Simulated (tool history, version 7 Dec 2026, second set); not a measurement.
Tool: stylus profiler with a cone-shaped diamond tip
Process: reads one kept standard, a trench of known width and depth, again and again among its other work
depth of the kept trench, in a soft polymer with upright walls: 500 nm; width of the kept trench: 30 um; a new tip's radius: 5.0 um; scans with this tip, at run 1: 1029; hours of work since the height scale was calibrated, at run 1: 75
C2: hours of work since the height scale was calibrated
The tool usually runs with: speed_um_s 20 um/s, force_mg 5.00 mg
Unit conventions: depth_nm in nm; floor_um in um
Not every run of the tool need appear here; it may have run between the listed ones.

{"run": 1, "day": 0.0, "speed_um_s": 20, "force_mg": 5.0, "scans with this tip": 1029, "C2": 75, "depth_nm": 505.65, "floor_um": 25.46}
{"run": 2, "day": 0.325, "speed_um_s": 20, "force_mg": 5.0, "scans with this tip": 1072, "C2": 78, "depth_nm": 505.54, "floor_um": 25.54}
{"run": 3, "day": 0.908, "speed_um_s": 20, "force_mg": 5.0, "scans with this tip": 1149, "C2": 84, "depth_nm": 505.41, "floor_um": 25.51}
{"run": 4, "day": 1.604, "speed_um_s": 20, "force_mg": 5.0, "scans with this tip": 1242, "C2": 91, "depth_nm": 505.48, "floor_um": 25.52}
{"run": 5, "day": 2.3, "speed_um_s": 20, "force_mg": 5.0, "scans with this tip": 1334, "C2": 97, "depth_nm": 505.58, "floor_um": 25.51}
{"run": 6, "day": 2.875, "speed_um_s": 20, "force_mg": 5.0, "scans with this tip": 1410, "C2": 103, "depth_nm": 505.41, "floor_um": 25.51}
{"run": 7, "day": 3.412, "speed_um_s": 20, "force_mg": 5.0, "scans with this tip": 1482, "C2": 108, "depth_nm": 505.72, "floor_um": 25.44}
{"run": 8, "day": 4.012, "speed_um_s": 20, "force_mg": 5.0, "scans with this tip": 1562, "C2": 114, "depth_nm": 505.74, "floor_um": 25.48}
{"run": 9, "day": 4.525, "speed_um_s": 7, "force_mg": 5.0, "scans with this tip": 1630, "C2": 119, "depth_nm": 505.63, "floor_um": 25.5}
{"day": 4.575, "done": "height scale calibrated on a step standard"}
{"run": 10, "day": 4.975, "speed_um_s": 20, "force_mg": 5.18, "scans with this tip": 1687, "C2": 4, "depth_nm": 505.7, "floor_um": 25.43}
{"run": 11, "day": 5.292, "speed_um_s": 33, "force_mg": 5.18, "scans with this tip": 1729, "C2": 7, "depth_nm": 505.72, "floor_um": 25.38}
{"run": 12, "day": 5.808, "speed_um_s": 20, "force_mg": 5.0, "scans with this tip": 1798, "C2": 12, "depth_nm": 505.51, "floor_um": 25.46}
{"run": 13, "day": 6.104, "speed_um_s": 20, "force_mg": 5.0, "scans with this tip": 1837, "C2": 15, "depth_nm": 505.78, "floor_um": 25.46}
{"run": 14, "day": 6.688, "speed_um_s": 20, "force_mg": 5.0, "scans with this tip": 1915, "C2": 20, "depth_nm": 506.06, "floor_um": 25.49}
{"run": 15, "day": 6.979, "speed_um_s": 8, "force_mg": 7.45, "scans with this tip": 1953, "C2": 23, "depth_nm": 507.47, "floor_um": 25.51}
{"run": 16, "day": 7.396, "speed_um_s": 8, "force_mg": 7.45, "scans with this tip": 2008, "C2": 27, "depth_nm": 507.14, "floor_um": 25.5}
{"day": 7.867, "done": "height scale calibrated on a step standard, once more"}
{"run": 17, "day": 7.912, "speed_um_s": 6, "force_mg": 6.34, "scans with this tip": 2075, "C2": 0, "depth_nm": 506.63, "floor_um": 25.52}
{"run": 18, "day": 8.433, "speed_um_s": 8, "force_mg": 2.72, "scans with this tip": 2144, "C2": 5, "depth_nm": 503.77, "floor_um": 25.51}
{"run": 19, "day": 8.912, "speed_um_s": 8, "force_mg": 2.72, "scans with this tip": 2207, "C2": 10, "depth_nm": 504.03, "floor_um": 25.45}
{"run": 20, "day": 9.375, "speed_um_s": 8, "force_mg": 4.5, "scans with this tip": 2269, "C2": 15, "depth_nm": 505.52, "floor_um": 25.48}
{"run": 21, "day": 9.912, "speed_um_s": 11, "force_mg": 9.5, "scans with this tip": 2340, "C2": 20, "depth_nm": 508.6, "floor_um": 25.48}
{"run": 22, "day": 10.3, "speed_um_s": 28, "force_mg": 6.31, "scans with this tip": 2392, "C2": 24, "depth_nm": 506.6, "floor_um": 25.44}
{"run": 23, "day": 10.638, "speed_um_s": 28, "force_mg": 6.31, "scans with this tip": 2436, "C2": 27, "depth_nm": 506.81, "floor_um": 25.34}
{"run": 24, "day": 11.325, "speed_um_s": 29, "force_mg": 11.38, "scans with this tip": 2528, "C2": 33, "depth_nm": 509.89, "floor_um": 25.47}
{"run": 25, "day": 11.867, "speed_um_s": 26, "force_mg": 5.86, "scans with this tip": 2600, "C2": 39, "depth_nm": 506.05, "floor_um": 25.42}
{"run": 26, "day": 12.512, "speed_um_s": 21, "force_mg": 2.53, "scans with this tip": 2686, "C2": 45, "depth_nm": 503.69, "floor_um": 25.37}

Measured result minus the same run's result without the hidden state. Both carry the same run-to-run variation, though not necessarily the same gauge scatter:
Hidden conditions of the tool in this case: radius of the tip, um; height scale over the true one, %; drift of the gauge itself on depth_nm, %; drift of the gauge itself on floor_um, %.
run=1 depth_nm=+0.08 floor_um=-0.09
run=2 depth_nm=+0.08 floor_um=-0.09
run=3 depth_nm=+0.10 floor_um=-0.10
run=4 depth_nm=+0.10 floor_um=-0.10
run=5 depth_nm=+0.11 floor_um=-0.10
run=6 depth_nm=+0.12 floor_um=-0.11
run=7 depth_nm=+0.12 floor_um=-0.11
run=8 depth_nm=+0.13 floor_um=-0.11
run=9 depth_nm=+0.13 floor_um=-0.12
run=10 depth_nm=+0.20 floor_um=-0.12
run=11 depth_nm=+0.20 floor_um=-0.12
run=12 depth_nm=+0.21 floor_um=-0.12
run=13 depth_nm=+0.21 floor_um=-0.12
run=14 depth_nm=+0.22 floor_um=-0.13
run=15 depth_nm=+0.22 floor_um=-0.13
run=16 depth_nm=+0.22 floor_um=-0.14
run=17 depth_nm=+0.21 floor_um=-0.13
run=18 depth_nm=+0.21 floor_um=-0.14
run=19 depth_nm=+0.22 floor_um=-0.14
run=20 depth_nm=+0.22 floor_um=-0.15
run=21 depth_nm=+0.23 floor_um=-0.15
run=22 depth_nm=+0.23 floor_um=-0.15
run=23 depth_nm=+0.24 floor_um=-0.15
run=24 depth_nm=+0.24 floor_um=-0.15
run=25 depth_nm=+0.25 floor_um=-0.16
run=26 depth_nm=+0.26 floor_um=-0.16

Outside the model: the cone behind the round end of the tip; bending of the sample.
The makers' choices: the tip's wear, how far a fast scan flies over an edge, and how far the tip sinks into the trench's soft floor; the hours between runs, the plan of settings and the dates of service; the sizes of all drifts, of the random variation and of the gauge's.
